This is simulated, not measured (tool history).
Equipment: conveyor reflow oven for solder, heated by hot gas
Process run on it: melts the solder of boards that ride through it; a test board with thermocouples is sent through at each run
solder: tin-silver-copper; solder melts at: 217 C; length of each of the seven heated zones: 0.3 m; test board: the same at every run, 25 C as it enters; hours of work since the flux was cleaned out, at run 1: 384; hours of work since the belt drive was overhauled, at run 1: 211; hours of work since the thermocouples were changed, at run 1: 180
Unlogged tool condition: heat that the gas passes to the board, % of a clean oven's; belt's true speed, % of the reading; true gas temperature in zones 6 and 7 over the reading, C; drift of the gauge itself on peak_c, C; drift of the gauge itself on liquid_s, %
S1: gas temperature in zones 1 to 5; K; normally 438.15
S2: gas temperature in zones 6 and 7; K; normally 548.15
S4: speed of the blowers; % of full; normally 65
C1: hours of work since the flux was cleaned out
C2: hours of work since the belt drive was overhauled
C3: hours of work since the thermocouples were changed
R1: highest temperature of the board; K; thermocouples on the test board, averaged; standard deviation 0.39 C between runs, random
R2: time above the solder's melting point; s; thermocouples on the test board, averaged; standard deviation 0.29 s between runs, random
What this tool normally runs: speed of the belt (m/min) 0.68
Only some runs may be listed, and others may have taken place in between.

{"run": 1, "hour": 0.0, "S1": 438.15, "S2": 548.15, "speed of the belt (m/min)": 0.68, "S4": 65, "C1": 384, "C2": 211, "C3": 180, "R1": 517.95, "R2": 31.3}
{"run": 2, "hour": 10.2, "S1": 438.15, "S2": 548.15, "speed of the belt (m/min)": 0.68, "S4": 65, "C1": 391, "C2": 218, "C3": 187, "R1": 517.75, "R2": 31.5}
{"run": 3, "hour": 16.4, "S1": 438.15, "S2": 548.15, "speed of the belt (m/min)": 0.557, "S4": 65, "C1": 395, "C2": 222, "C3": 192, "R1": 527.15, "R2": 45.9}
{"run": 4, "hour": 24.9, "S1": 438.15, "S2": 548.15, "speed of the belt (m/min)": 0.557, "S4": 65, "C1": 401, "C2": 228, "C3": 197, "R1": 526.85, "R2": 45.5}
{"run": 5, "hour": 35.7, "S1": 438.15, "S2": 548.15, "speed of the belt (m/min)": 0.582, "S4": 65, "C1": 408, "C2": 235, "C3": 205, "R1": 525.05, "R2": 42.4}
{"run": 6, "hour": 45.8, "S1": 438.15, "S2": 548.15, "speed of the belt (m/min)": 0.582, "S4": 65, "C1": 415, "C2": 242, "C3": 212, "R1": 524.75, "R2": 43}
{"run": 7, "hour": 52.8, "S1": 438.15, "S2": 548.15, "speed of the belt (m/min)": 0.68, "S4": 56, "C1": 420, "C2": 247, "C3": 217, "R1": 514.35, "R2": 27.6}
{"run": 8, "hour": 62.9, "S1": 426.15, "S2": 548.15, "speed of the belt (m/min)": 0.68, "S4": 65, "C1": 427, "C2": 254, "C3": 223, "R1": 514.05, "R2": 26.5}
{"run": 9, "hour": 73.6, "S1": 426.15, "S2": 548.15, "speed of the belt (m/min)": 0.776, "S4": 65, "C1": 434, "C2": 261, "C3": 231, "R1": 507.15, "R2": 17.4}
{"run": 10, "hour": 82.8, "S1": 426.15, "S2": 560.15, "speed of the belt (m/min)": 0.776, "S4": 65, "C1": 441, "C2": 268, "C3": 237, "R1": 516.05, "R2": 23.2}
{"run": 11, "hour": 91.4, "S1": 438.15, "S2": 539.15, "speed of the belt (m/min)": 0.665, "S4": 73, "C1": 447, "C2": 274, "C3": 243, "R1": 514.65, "R2": 29.5}
{"hour": 96.0, "done": "belt drive overhauled, speed set with a stopwatch"}
{"run": 12, "hour": 105.8, "S1": 438.15, "S2": 539.15, "speed of the belt (m/min)": 0.665, "S4": 73, "C1": 454, "C2": 7, "C3": 250, "R1": 514.15, "R2": 29.9}
{"run": 13, "hour": 110.3, "S1": 438.15, "S2": 539.15, "speed of the belt (m/min)": 0.665, "S4": 73, "C1": 457, "C2": 10, "C3": 253, "R1": 513.95, "R2": 30.2}
{"run": 14, "hour": 120.9, "S1": 438.15, "S2": 551.15, "speed of the belt (m/min)": 0.68, "S4": 67, "C1": 464, "C2": 17, "C3": 261, "R1": 520.35, "R2": 32.9}
{"run": 15, "hour": 127.4, "S1": 437.15, "S2": 548.15, "speed of the belt (m/min)": 0.68, "S4": 65, "C1": 469, "C2": 22, "C3": 265, "R1": 517.05, "R2": 30.3}
{"hour": 139.0, "done": "belt drive overhauled, speed set with a stopwatch, once more"}
{"run": 16, "hour": 141.1, "S1": 448.15, "S2": 548.15, "speed of the belt (m/min)": 0.628, "S4": 65, "C1": 475, "C2": 1, "C3": 272, "R1": 523.05, "R2": 40.1}
{"run": 17, "hour": 150.9, "S1": 444.15, "S2": 556.15, "speed of the belt (m/min)": 0.568, "S4": 76, "C1": 482, "C2": 8, "C3": 278, "R1": 535.95, "R2": 51.7}
{"run": 18, "hour": 161.9, "S1": 444.15, "S2": 556.15, "speed of the belt (m/min)": 0.568, "S4": 76, "C1": 490, "C2": 16, "C3": 286, "R1": 536.25, "R2": 51.5}
{"hour": 170.3, "done": "flux residue cleaned out of gas plates and filters"}
{"run": 19, "hour": 172.2, "S1": 433.15, "S2": 548.15, "speed of the belt (m/min)": 0.68, "S4": 65, "C1": 1, "C2": 19, "C3": 290, "R1": 521.55, "R2": 33.2}

Each row is a separate what-if for the run after 19, all from the same tool condition, not one after another. Results?
{"run": "A", "hour": 178.1, "S1": 438.15, "S2": 542.15, "speed of the belt (m/min)": 0.68, "S4": 65, "C1": 5, "C2": 23, "C3": 294, "R1": "?", "R2": "?"}
{"run": "B", "hour": 178.1, "S1": 430.15, "S2": 548.15, "speed of the belt (m/min)": 0.604, "S4": 65, "C1": 5, "C2": 23, "C3": 294, "R1": "?", "R2": "?"}
{"run": "C", "hour": 178.1, "S1": 440.15, "S2": 548.15, "speed of the belt (m/min)": 0.762, "S4": 89, "C1": 5, "C2": 23, "C3": 294, "R1": "?", "R2": "?"}
{"run": "D", "hour": 178.1, "S1": 448.15, "S2": 561.15, "speed of the belt (m/min)": 0.584, "S4": 65, "C1": 5, "C2": 23, "C3": 294, "R1": "?", "R2": "?"}
{"run": "E", "hour": 178.1, "S1": 440.15, "S2": 548.15, "speed of the belt (m/min)": 0.634, "S4": 65, "C1": 5, "C2": 23, "C3": 294, "R1": "?", "R2": "?"}

run=A R1=518.85 R2=32.3
run=B R1=526.35 R2=40.2
run=C R1=526.45 R2=34.3
run=D R1=541.95 R2=54.1
run=E R1=526.55 R2=41
Take away the tool's hidden state, keep each run's random variation, and the runs would have read:
run=A R1=518.95 R2=32.4
run=B R1=526.45 R2=40.2
run=C R1=526.65 R2=34.4
run=D R1=542.05 R2=54.1
run=E R1=526.65 R2=41
